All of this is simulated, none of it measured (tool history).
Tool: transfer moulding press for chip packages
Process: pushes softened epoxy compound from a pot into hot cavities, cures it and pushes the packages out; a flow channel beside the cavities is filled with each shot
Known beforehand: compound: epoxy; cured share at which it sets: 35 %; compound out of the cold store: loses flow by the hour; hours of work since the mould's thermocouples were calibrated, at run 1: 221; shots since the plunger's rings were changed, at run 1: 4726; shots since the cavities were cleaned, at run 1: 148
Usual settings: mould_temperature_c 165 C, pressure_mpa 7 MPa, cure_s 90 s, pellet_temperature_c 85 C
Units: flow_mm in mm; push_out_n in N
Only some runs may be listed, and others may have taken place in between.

| run | day | mould_temperature_c | pressure_mpa | cure_s | pellet_temperature_c | hours of work since the mould's thermocouples were calibrated | shots since the plunger's rings were changed | shots since the cavities were cleaned | incoming compound's hours out of the cold store | flow_mm | push_out_n |
|---|---|---|---|---|---|---|---|---|---|---|---|
| 1 | 0 | 165 | 7 | 90 | 85 | 221 | 4726 | 148 | 12.6 | 720 | 296 |
| 2 | 0.675 | 165 | 7 | 78 | 85 | 233 | 4963 | 385 | 36.4 | 663 | 389 |
| 3 | 1.75 | 165 | 7 | 78 | 85 | 253 | 5340 | 762 | 41.2 | 648 | 424 |
|  | 2.033 | cavities cleaned with cleaning compound and waxed |
| 4 | 2.796 | 165 | 7 | 78 | 85 | 270 | 5684 | 268 | 40.7 | 652 | 370 |
| 5 | 3.804 | 165 | 7 | 90 | 85 | 289 | 6038 | 622 | 47.4 | 631 | 337 |
|  | 4.571 | cavities cleaned with cleaning compound and waxed |
| 6 | 4.933 | 165 | 7 | 90 | 85 | 308 | 6411 | 127 | 46.1 | 630 | 290 |
| 7 | 5.933 | 165 | 7 | 90 | 85 | 326 | 6762 | 478 | 43.1 | 634 | 335 |
|  | 6.475 | plunger's sealing rings changed |
|  | 7.217 | cavities cleaned with cleaning compound and waxed |
| 8 | 7.308 | 165 | 7 | 90 | 85 | 348 | 271 | 33 | 29.7 | 718 | 277 |
| 9 | 8.075 | 162 | 7.94 | 110 | 78 | 361 | 539 | 301 | 20.1 | 798 | 296 |
|  | 8.375 | mould's thermocouples calibrated |
| 10 | 9.029 | 162 | 7.94 | 110 | 78 | 12 | 845 | 607 | 10.8 | 822 | 332 |
| 11 | 9.617 | 162 | 7.94 | 110 | 78 | 22 | 1050 | 812 | 23 | 789 | 322 |
|  | 9.788 | cavities cleaned with cleaning compound and waxed |
| 12 | 10.675 | 162 | 7.94 | 110 | 78 | 40 | 1399 | 312 | 26.1 | 765 | 292 |
| 13 | 12.083 | 165 | 7.99 | 90 | 93 | 66 | 1892 | 805 | 34.7 | 733 | 358 |
|  | 12.233 | cavities cleaned with cleaning compound and waxed |
| 14 | 13.258 | 165 | 7.99 | 90 | 93 | 86 | 2282 | 360 | 27.8 | 743 | 308 |
| 15 | 13.871 | 165 | 7.99 | 90 | 93 | 97 | 2497 | 575 | 17.3 | 780 | 338 |

Had the tool no unlogged condition, and each run kept its random variation, what would the results have been?
Unlogged tool condition in this case: true mould temperature over the reading, C; pressure that reaches the compound, % of what is set; grip of the stained cavities, % over clean ones'; drift of the gauge itself on flow_mm, %; drift of the gauge itself on push_out_n, %.
| run | flow_mm | push_out_n |
|---|---|---|
| 1 | 757 | 266 |
| 2 | 699 | 314 |
| 3 | 685 | 310 |
| 4 | 693 | 309 |
| 5 | 674 | 255 |
| 6 | 676 | 254 |
| 7 | 683 | 258 |
| 8 | 720 | 259 |
| 9 | 803 | 244 |
| 10 | 831 | 254 |
| 11 | 800 | 234 |
| 12 | 778 | 247 |
| 13 | 749 | 264 |
| 14 | 763 | 256 |
| 15 | 802 | 261 |
